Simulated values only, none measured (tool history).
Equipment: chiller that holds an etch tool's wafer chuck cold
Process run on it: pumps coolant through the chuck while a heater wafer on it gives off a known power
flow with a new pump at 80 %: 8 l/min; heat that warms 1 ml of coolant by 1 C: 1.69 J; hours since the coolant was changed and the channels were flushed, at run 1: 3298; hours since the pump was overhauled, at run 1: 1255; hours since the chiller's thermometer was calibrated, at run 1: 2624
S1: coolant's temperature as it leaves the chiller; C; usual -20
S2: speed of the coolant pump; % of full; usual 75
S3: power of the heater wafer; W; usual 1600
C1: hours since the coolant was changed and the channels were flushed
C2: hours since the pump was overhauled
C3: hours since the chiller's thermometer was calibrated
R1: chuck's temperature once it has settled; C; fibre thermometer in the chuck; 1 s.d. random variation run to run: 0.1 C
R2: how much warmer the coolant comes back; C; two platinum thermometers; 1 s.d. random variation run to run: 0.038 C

Run 1, hour 0: usual settings; C1 3298; C2 1255; C3 2624. Result: R1 -4.7 C, R2 7.85 C.
Run 2, hour 219.9: usual settings; C1 3518; C2 1475; C3 2844. Result: R1 -4.4 C, R2 7.85 C.
Run 3, hour 417: usual settings but S3 1394 W; C1 3715; C2 1672; C3 3041. Result: R1 -6.1 C, R2 6.93 C.
Run 4, hour 620.3: usual settings but S2 95 % of full, S3 1394 W; C1 3918; C2 1875; C3 3244. Result: R1 -8.4 C, R2 5.49 C.
At hour 789.5: chiller's thermometer calibrated.
Run 5, hour 837.6: usual settings but S2 88 % of full, S3 1394 W; C1 4135; C2 2091; C3 48. Result: R1 -7.3 C, R2 6.07 C.
Run 6, hour 947.5: usual settings but S2 88 % of full, S3 1394 W; C1 4245; C2 2201; C3 158. Result: R1 -7.3 C, R2 6 C.
At hour 1010.6: coolant changed, channels flushed.
Run 7, hour 1068.1: usual settings but S2 88 % of full, S3 1394 W; C1 57; C2 2316; C3 273. Result: R1 -8.2 C, R2 6.04 C.
Run 8, hour 1221: usual settings but S2 88 % of full, S3 1394 W; C1 210; C2 2469; C3 426. Result: R1 -8.2 C, R2 6.05 C.
Run 9, hour 1444.4: usual settings but S2 88 % of full, S3 1394 W; C1 434; C2 2692; C3 649. Result: R1 -8.1 C, R2 6.08 C.
Run 10, hour 1669.5: usual settings but S2 88 % of full, S3 1394 W; C1 659; C2 2917; C3 874. Result: R1 -7.9 C, R2 6.13 C.
At hour 1728.2: chiller's thermometer calibrated, once more.
Run 11, hour 1834.4: usual settings but S2 88 % of full, S3 1394 W; C1 823; C2 3081; C3 106. Result: R1 -8.7 C, R2 6.17 C.
Run 12, hour 2004.2: usual settings but S2 88 % of full, S3 1394 W; C1 993; C2 3251; C3 276. Result: R1 -8.8 C, R2 6.16 C.
Run 13, hour 2206.2: usual settings but S2 88 % of full, S3 1394 W; C1 1195; C2 3453; C3 478. Result: R1 -8.3 C, R2 6.28 C.
Run 14, hour 2414.7: usual settings but S2 88 % of full, S3 1394 W; C1 1403; C2 3661; C3 686. Result: R1 -8.4 C, R2 6.31 C.
Run 15, hour 2528.5: usual settings but S2 88 % of full, S3 1394 W; C1 1517; C2 3775; C3 800. Result: R1 -8.4 C, R2 6.3 C.
Run 16, hour 2699.5: usual settings but S2 88 % of full, S3 1394 W; C1 1688; C2 3946; C3 971. Result: R1 -8.1 C, R2 6.29 C.
Run 17, hour 2804.7: usual settings but S2 73 % of full, S3 1538 W; C1 1793; C2 4052; C3 1077. Result: R1 -4.8 C, R2 8.56 C.
Run 18, hour 2988.4: usual settings but S1 -28 C, S2 76 % of full, S3 815 W; C1 1977; C2 4235; C3 1260. Result: R1 -19.9 C, R2 4.37 C.
Run 19, hour 3082: usual settings but S1 -18 C, S2 64 % of full, S3 1776 W; C1 2070; C2 4329; C3 1354. Result: R1 2 C, R2 11.34 C.
Run 20, hour 3306.1: usual settings but S1 -18 C, S2 64 % of full, S3 1776 W; C1 2295; C2 4553; C3 1578. Result: R1 2.3 C, R2 11.31 C.
Run 21, hour 3511.5: usual settings but S1 -13 C, S2 74 % of full; C1 2500; C2 4758; C3 1783. Result: R1 3.4 C, R2 8.91 C.
Run 22, hour 3611.5: usual settings but S1 -18 C, S2 88 % of full, S3 967 W; C1 2600; C2 4858; C3 1883. Result: R1 -9.2 C, R2 4.56 C.
Run 23, hour 3801.1: usual settings but S2 82 % of full, S3 1446 W; C1 2789; C2 5048; C3 2073. Result: R1 -6 C, R2 7.35 C.
Run 24, hour 3954.9: usual settings but S2 70 % of full, S3 1446 W; C1 2943; C2 5202; C3 2227. Result: R1 -4.1 C, R2 8.72 C.
Run 25, hour 4098.4: usual settings but S2 70 % of full, S3 1446 W; C1 3087; C2 5345; C3 2370. Result: R1 -3.9 C, R2 8.69 C.
Run 26, hour 4227.6: usual settings but S1 -18 C, S2 96 % of full, S3 1545 W; C1 3216; C2 5474; C3 2499. Result: R1 -4.6 C, R2 6.82 C.
Run 27, hour 4329: usual settings but S1 -11 C, S2 66 % of full; C1 3317; C2 5576; C3 2601. Result: R1 7.9 C, R2 10.33 C.
Run 28, hour 4459.4: usual settings but S1 -19 C, S3 1085 W; C1 3448; C2 5706; C3 2731. Result: R1 -7.2 C, R2 6.1 C.
Run 29, hour 4627.6: usual settings but S1 -28 C, S2 73 % of full, S3 935 W; C1 3616; C2 5874; C3 2899. Result: R1 -17.3 C, R2 5.54 C.
Run 30, hour 4846: usual settings but S2 95 % of full, S3 1656 W; C1 3834; C2 6093; C3 3118. Result: R1 -5 C, R2 7.46 C.
Run 31, hour 4952: usual settings but S1 -16 C, S2 87 % of full, S3 2106 W; C1 3940; C2 6199; C3 3224. Result: R1 4.2 C, R2 10.51 C.

A few steps of R1 between consecutive runs. Split each: what settings, incoming material and random variation would produce without the hidden state, and what is left over for the hidden state, along with gauge scatter present in only one of the two compared results (measured, and without hidden state):
Unlogged tool condition in this case: heat passed by the chuck's channels, % of clean ones'; flow at a given pump speed, % of a new pump's; coolant's true temperature over the reading, C; drift of the gauge itself on chuck_c, C; drift of the gauge itself on warmer_back_c, C.
Run 17 -> 18: S1 -20 -> -28, S2 73 -> 76, S3 1538 -> 815. R1 -15.1 C: hidden state -0.9, all else -14.2.
Run 18 -> 19: S1 -28 -> -18, S2 76 -> 64, S3 815 -> 1776. R1 +21.9 C: hidden state +1.7, all else +20.2.
Run 27 -> 28: S1 -11 -> -19, S2 66 -> 75, S3 1600 -> 1085. R1 -15.1 C: hidden state -1.2, all else -13.9.
Run 30 -> 31: S1 -20 -> -16, S2 95 -> 87, S3 1656 -> 2106. R1 +9.2 C: hidden state +1.2, all else +8.
